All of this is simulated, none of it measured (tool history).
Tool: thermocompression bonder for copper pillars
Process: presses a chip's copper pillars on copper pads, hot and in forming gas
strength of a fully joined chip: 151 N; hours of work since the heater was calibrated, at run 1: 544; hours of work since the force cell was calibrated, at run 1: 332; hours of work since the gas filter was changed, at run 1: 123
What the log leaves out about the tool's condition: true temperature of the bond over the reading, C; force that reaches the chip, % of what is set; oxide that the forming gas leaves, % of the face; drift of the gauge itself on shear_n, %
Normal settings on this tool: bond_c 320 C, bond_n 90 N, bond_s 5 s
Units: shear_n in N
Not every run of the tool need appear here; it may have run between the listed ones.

run	hour	bond_c	bond_n	bond_s	hours of work since the heater was calibrated	hours of work since the force cell was calibrated	hours of work since the gas filter was changed	shear_n
1	0.0	320	90	5	544	332	123	67.4
2	13.5	320	90	5	553	340	131	68.0
# hour 16.3: heater calibrated with a thermocouple chip
3	26.4	320	104	5	6	346	138	73.4
4	40.3	320	130	5	15	355	146	84.5
5	48.0	320	130	5	19	360	151	84.0
6	64.5	320	90	5	29	370	161	67.4
7	72.4	320	90	5	34	374	166	65.6
8	80.5	320	90	9	39	379	171	82.9

For run 9, what comes out?
9	94.2	320	62	5	48	388	179	?

Logged for run 9: shear_n 50.3 N.
With no hidden state in the tool, this same run would have given shear_n 50.3 N.

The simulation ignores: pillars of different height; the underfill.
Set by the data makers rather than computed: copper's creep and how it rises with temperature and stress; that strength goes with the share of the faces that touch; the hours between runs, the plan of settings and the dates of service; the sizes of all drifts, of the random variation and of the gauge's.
